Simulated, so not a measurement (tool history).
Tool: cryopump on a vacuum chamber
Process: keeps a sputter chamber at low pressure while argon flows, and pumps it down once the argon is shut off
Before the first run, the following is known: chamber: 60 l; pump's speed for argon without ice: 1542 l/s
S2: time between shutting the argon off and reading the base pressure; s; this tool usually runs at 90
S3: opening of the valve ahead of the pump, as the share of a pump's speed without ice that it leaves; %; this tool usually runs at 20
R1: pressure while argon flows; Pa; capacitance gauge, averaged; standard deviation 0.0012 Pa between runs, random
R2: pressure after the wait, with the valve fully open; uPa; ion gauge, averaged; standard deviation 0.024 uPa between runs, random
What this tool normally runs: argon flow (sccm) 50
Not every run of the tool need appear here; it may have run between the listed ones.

{"run": 1, "hour": 0.0, "argon flow (sccm)": 50, "S2": 90, "S3": 20, "R1": 0.2789, "R2": 1.53}
{"run": 2, "hour": 46.2, "argon flow (sccm)": 50, "S2": 90, "S3": 20, "R1": 0.279, "R2": 1.59}
{"run": 3, "hour": 139.1, "argon flow (sccm)": 50, "S2": 90, "S3": 20, "R1": 0.2807, "R2": 1.7}
{"run": 4, "hour": 183.0, "argon flow (sccm)": 50, "S2": 90, "S3": 20, "R1": 0.2802, "R2": 1.67}
{"run": 5, "hour": 241.2, "argon flow (sccm)": 50, "S2": 90, "S3": 20, "R1": 0.2822, "R2": 1.68}
{"run": 6, "hour": 300.7, "argon flow (sccm)": 50, "S2": 90, "S3": 20, "R1": 0.2801, "R2": 1.75}
{"run": 7, "hour": 361.8, "argon flow (sccm)": 50, "S2": 90, "S3": 38, "R1": 0.1535, "R2": 1.7}
{"hour": 426.6, "done": "leaking fittings of the chamber tightened, without venting"}
{"run": 8, "hour": 443.1, "argon flow (sccm)": 50, "S2": 90, "S3": 38, "R1": 0.1539, "R2": 1.02}
{"run": 9, "hour": 494.6, "argon flow (sccm)": 50, "S2": 90, "S3": 38, "R1": 0.157, "R2": 1.03}
{"hour": 574.0, "done": "pump warmed up, emptied and cooled again"}
{"run": 10, "hour": 589.9, "argon flow (sccm)": 63, "S2": 90, "S3": 38, "R1": 0.1844, "R2": 0.98}
{"run": 11, "hour": 670.3, "argon flow (sccm)": 76, "S2": 180, "S3": 38, "R1": 0.2223, "R2": 0.62}
{"run": 12, "hour": 763.3, "argon flow (sccm)": 76, "S2": 180, "S3": 38, "R1": 0.2237, "R2": 0.66}
{"run": 13, "hour": 819.3, "argon flow (sccm)": 89, "S2": 25, "S3": 41, "R1": 0.2469, "R2": 2.92}
{"run": 14, "hour": 885.7, "argon flow (sccm)": 89, "S2": 25, "S3": 41, "R1": 0.2476, "R2": 2.89}
{"run": 15, "hour": 972.1, "argon flow (sccm)": 89, "S2": 25, "S3": 41, "R1": 0.2505, "R2": 2.88}

4 ways to go on from here, each from the tool as it stands after run 15. What would each give?
{"run": "A", "hour": 1030.9, "argon flow (sccm)": 28, "S2": 23, "S3": 44, "R1": "?", "R2": "?"}
{"run": "B", "hour": 1030.9, "argon flow (sccm)": 20, "S2": 57, "S3": 27, "R1": "?", "R2": "?"}
{"run": "C", "hour": 1030.9, "argon flow (sccm)": 50, "S2": 291, "S3": 25, "R1": "?", "R2": "?"}
{"run": "D", "hour": 1030.9, "argon flow (sccm)": 49, "S2": 142, "S3": 26, "R1": "?", "R2": "?"}

run=A R1=0.0742 R2=3.12
run=B R1=0.0845 R2=1.53
run=C R1=0.2258 R2=0.57
run=D R1=0.2127 R2=0.78
Without the tool's hidden state the same runs would have given:
run=A R1=0.0701 R2=2.98
run=B R1=0.0816 R2=1.39
run=C R1=0.2184 R2=0.43
run=D R1=0.2055 R2=0.64
